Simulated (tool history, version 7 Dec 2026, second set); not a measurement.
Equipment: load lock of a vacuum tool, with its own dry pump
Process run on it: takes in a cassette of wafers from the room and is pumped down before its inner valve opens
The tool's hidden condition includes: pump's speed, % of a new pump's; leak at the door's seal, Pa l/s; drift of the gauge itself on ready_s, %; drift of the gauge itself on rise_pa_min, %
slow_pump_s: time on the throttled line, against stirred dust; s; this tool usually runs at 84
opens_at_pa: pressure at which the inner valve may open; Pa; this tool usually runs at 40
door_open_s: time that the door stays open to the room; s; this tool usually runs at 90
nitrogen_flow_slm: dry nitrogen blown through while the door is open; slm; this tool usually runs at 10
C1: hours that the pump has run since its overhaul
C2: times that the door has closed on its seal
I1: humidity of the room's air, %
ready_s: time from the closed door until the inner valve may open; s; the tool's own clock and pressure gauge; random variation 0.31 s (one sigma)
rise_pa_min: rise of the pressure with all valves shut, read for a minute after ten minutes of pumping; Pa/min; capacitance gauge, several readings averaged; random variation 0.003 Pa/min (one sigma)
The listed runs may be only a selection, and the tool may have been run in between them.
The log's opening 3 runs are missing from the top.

run 4 hour=478.6 | slow_pump_s=84 opens_at_pa=30 door_open_s=90 nitrogen_flow_slm=10 | C1=11687 C2=40154 | I1=47.5 | ready_s=148.3 rise_pa_min=0.298
run 5 hour=627.5 | slow_pump_s=84 opens_at_pa=70 door_open_s=90 nitrogen_flow_slm=10 | C1=11836 C2=40877 | I1=45.1 | ready_s=139.1 rise_pa_min=0.302
run 6 hour=774.5 | slow_pump_s=84 opens_at_pa=70 door_open_s=90 nitrogen_flow_slm=10 | C1=11983 C2=41590 | I1=45.8 | ready_s=138.9 rise_pa_min=0.298
run 7 hour=954.2 | slow_pump_s=84 opens_at_pa=40 door_open_s=44 nitrogen_flow_slm=10 | C1=12163 C2=42462 | I1=41 | ready_s=145.1 rise_pa_min=0.306
-- hour=1046.5 door's seal changed, seat wiped
run 8 hour=1046.5 | slow_pump_s=84 opens_at_pa=40 door_open_s=90 nitrogen_flow_slm=10 | C1=12254 C2=0 | I1=47.3 | ready_s=145.5 rise_pa_min=0.042
run 9 hour=1200.3 | slow_pump_s=90 opens_at_pa=40 door_open_s=90 nitrogen_flow_slm=10 | C1=12408 C2=746 | I1=44.8 | ready_s=149.4 rise_pa_min=0.045
run 10 hour=1291.4 | slow_pump_s=90 opens_at_pa=40 door_open_s=90 nitrogen_flow_slm=10 | C1=12499 C2=1189 | I1=42.7 | ready_s=149.9 rise_pa_min=0.041
run 11 hour=1384.5 | slow_pump_s=90 opens_at_pa=40 door_open_s=90 nitrogen_flow_slm=10 | C1=12592 C2=1641 | I1=45.3 | ready_s=149.3 rise_pa_min=0.047
run 12 hour=1487.6 | slow_pump_s=90 opens_at_pa=40 door_open_s=90 nitrogen_flow_slm=10 | C1=12695 C2=2141 | I1=46 | ready_s=149.7 rise_pa_min=0.051
run 13 hour=1601.2 | slow_pump_s=90 opens_at_pa=40 door_open_s=90 nitrogen_flow_slm=10 | C1=12808 C2=2692 | I1=43.4 | ready_s=149.5 rise_pa_min=0.052
run 14 hour=1755.4 | slow_pump_s=90 opens_at_pa=40 door_open_s=90 nitrogen_flow_slm=10 | C1=12963 C2=3441 | I1=45.9 | ready_s=150.7 rise_pa_min=0.052
run 15 hour=1925.2 | slow_pump_s=90 opens_at_pa=40 door_open_s=90 nitrogen_flow_slm=10 | C1=13132 C2=4264 | I1=45.9 | ready_s=149.9 rise_pa_min=0.057
run 16 hour=2103.1 | slow_pump_s=166 opens_at_pa=40 door_open_s=90 nitrogen_flow_slm=10 | C1=13310 C2=5128 | I1=46 | ready_s=202.4 rise_pa_min=0.059
run 17 hour=2309.8 | slow_pump_s=166 opens_at_pa=40 door_open_s=90 nitrogen_flow_slm=10 | C1=13517 C2=6131 | I1=47.3 | ready_s=202.8 rise_pa_min=0.062
run 18 hour=2472.3 | slow_pump_s=166 opens_at_pa=40 door_open_s=90 nitrogen_flow_slm=10 | C1=13680 C2=6920 | I1=44.4 | ready_s=202.9 rise_pa_min=0.062
run 19 hour=2628.2 | slow_pump_s=51 opens_at_pa=36 door_open_s=221 nitrogen_flow_slm=35 | C1=13835 C2=7676 | I1=40.7 | ready_s=124.8 rise_pa_min=0.05
run 20 hour=2737.1 | slow_pump_s=43 opens_at_pa=36 door_open_s=221 nitrogen_flow_slm=23 | C1=13944 C2=8205 | I1=43.8 | ready_s=119.2 rise_pa_min=0.076
run 21 hour=2844.6 | slow_pump_s=84 opens_at_pa=37 door_open_s=41 nitrogen_flow_slm=10 | C1=14052 C2=8727 | I1=46.5 | ready_s=147.3 rise_pa_min=0.053
run 22 hour=2965.9 | slow_pump_s=64 opens_at_pa=55 door_open_s=106 nitrogen_flow_slm=36 | C1=14173 C2=9315 | I1=43.2 | ready_s=128.8 rise_pa_min=0.051
run 23 hour=3071.5 | slow_pump_s=84 opens_at_pa=68 door_open_s=90 nitrogen_flow_slm=5 | C1=14279 C2=9828 | I1=43.6 | ready_s=140.4 rise_pa_min=0.079

Run 24 comes next. What will it give?
run 24 hour=3227.1 | slow_pump_s=84 opens_at_pa=68 door_open_s=90 nitrogen_flow_slm=5 | C1=14434 C2=10583 | I1=40 | ready_s=? rise_pa_min=?

ready_s: 140.5 s
rise_pa_min: 0.078 Pa/min
On a tool with no hidden condition, and with the same random variation, this run would have come out at ready_s 135.2 s, rise_pa_min 0.047 Pa/min.
